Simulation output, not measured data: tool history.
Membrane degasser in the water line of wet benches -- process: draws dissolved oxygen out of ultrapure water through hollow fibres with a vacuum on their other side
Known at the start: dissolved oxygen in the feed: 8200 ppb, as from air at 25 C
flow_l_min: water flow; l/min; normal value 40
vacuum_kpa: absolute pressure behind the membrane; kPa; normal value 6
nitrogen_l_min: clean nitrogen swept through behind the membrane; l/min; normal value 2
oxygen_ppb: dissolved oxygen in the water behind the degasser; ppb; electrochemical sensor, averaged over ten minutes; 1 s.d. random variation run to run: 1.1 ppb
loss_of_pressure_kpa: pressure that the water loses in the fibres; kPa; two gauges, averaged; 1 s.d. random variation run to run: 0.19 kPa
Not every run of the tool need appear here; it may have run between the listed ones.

run	hour	flow_l_min	vacuum_kpa	nitrogen_l_min	oxygen_ppb	loss_of_pressure_kpa
1	0	40	6	2	136.7	37.1
2	169.9	29	6	2	98.5	27.14
# hour 194.6: seals of the vacuum lines changed
3	312.5	29	6	2	98.5	26.97
4	560.1	34	6	2	114.5	31.68
5	757.1	40	6	2	137.5	37.28
6	992.8	40	6	2	135.3	37.28
7	1182.8	56	6	2	191.9	51.57
8	1383.7	56	6	2	190.9	51.89
9	1505.6	61	6	2	206.9	57.14
10	1787	61	6	2	212.6	56.52
11	1930.4	61	6	2	207.1	56.89
12	2210.5	40	6	2	136.8	37.07
13	2388.5	40	6	2	136.4	37.01
# hour 2647: vacuum gauge calibrated
14	2657.3	40	6	2	136.3	37.06
15	2908.2	40	6	2	137.7	37.2
16	3068.5	40	6	2	136.9	37.09
17	3259.4	40	6	2	139.4	37.31
18	3501	40	10.74	2.44	285.2	36.8
19	3683.9	41	4.7	1.8	89.1	37.84
20	3844	44	10.08	4.41	174	40.81
21	4028.2	44	10.08	4.41	174.3	41.19
22	4230.3	46	7.08	4.41	112.5	42.79
23	4508	46	7.08	4.41	112.5	42.91
24	4647.1	46	7.08	4.41	113.5	42.97
25	4842.6	35	7.08	4.86	76.2	32.94
26	4959.1	25	10.33	1.29	304.5	23.29
# hour 5030.3: seals of the vacuum lines changed
# hour 5113.3: membrane cartridge changed
27	5182.1	38	6	2.77	100.9	35.45
28	5331	55	12.26	1.22	764.9	51.16
29	5591.6	55	11.81	5.97	211.2	51.18
30	5829.7	57	4.98	3.41	95.2	53.34

What if the next run were any one of these 3? Each begins from the tool's condition after run 30:
A	5971.4	57	4.98	1.36	?	?
B	5971.4	32	10.22	1.92	?	?
C	5971.4	51	5.01	3.56	?	?

run	oxygen_ppb	loss_of_pressure_kpa
A	175	53.47
B	266	29.66
C	81.8	47.26
Without the tool's hidden state the same runs would have given:
run	oxygen_ppb	loss_of_pressure_kpa
A	174.9	53.47
B	266	29.65
C	81.7	47.26
